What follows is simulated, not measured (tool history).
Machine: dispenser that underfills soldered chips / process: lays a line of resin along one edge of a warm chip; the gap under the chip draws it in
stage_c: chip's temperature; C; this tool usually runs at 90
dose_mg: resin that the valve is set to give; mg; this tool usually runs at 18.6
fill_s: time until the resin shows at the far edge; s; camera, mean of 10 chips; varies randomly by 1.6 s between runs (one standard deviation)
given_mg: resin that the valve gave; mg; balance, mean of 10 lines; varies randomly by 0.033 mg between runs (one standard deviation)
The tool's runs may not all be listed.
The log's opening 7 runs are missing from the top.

run	hour	stage_c	dose_mg	hours of work since the syringe was changed	hours of work since the valve was cleaned	hours of work since the stage was calibrated	fill_s	given_mg
# hour 21.2: new syringe of resin
8	21.6	90	19	0	37	134	157.5	18.56
9	24.9	76	18.6	3	40	137	314.8	18.16
10	27.8	90	18.6	5	42	139	204.8	18.08
# hour 29.3: new syringe of resin
11	32.7	90	18.6	3	45	143	181.7	18.11
12	36.5	92	18.6	6	48	145	197.9	18
# hour 37.5: new syringe of resin
13	41	92	18.6	3	52	149	171.8	18.02
14	43.9	92	20	5	54	151	192.5	19.32
# hour 45.7: new syringe of resin
15	46.8	82	18.6	1	56	153	222.6	17.95
16	49.4	88	18.6	3	58	155	195	17.89
17	52.6	90	18.6	5	60	157	211.9	17.89
# hour 53.7: new syringe of resin
18	56.1	90	18.6	2	63	160	176.4	17.87
19	60.4	81	16.1	5	66	163	304.8	15.45
# hour 61.7: new syringe of resin
# hour 63.1: dispensing valve cleaned and set on the balance
20	65.5	96	22.5	2	2	166	137.3	22.47
21	68.9	100	20.9	5	4	169	140.3	20.83
# hour 70.8: new syringe of resin
22	73.8	100	20.9	2	8	172	122.7	20.75
23	76.1	82	18.6	4	10	174	269.8	18.5
# hour 78.7: new syringe of resin
24	79.4	83	22.8	1	12	176	203.6	22.65
25	82.2	98	18.7	3	14	178	135.6	18.49
26	84.4	98	18.7	4	16	180	146.1	18.59
# hour 86.9: new syringe of resin
27	88.4	101	16.1	1	19	183	116.9	15.84

The next listed run, before its measurement:
28	92	97	23.8	4	21	186	?	?

fill_s: 143.6 s
given_mg: 23.53 mg
Without the tool's hidden state the same run would have given fill_s 119 s, given_mg 23.85 mg.
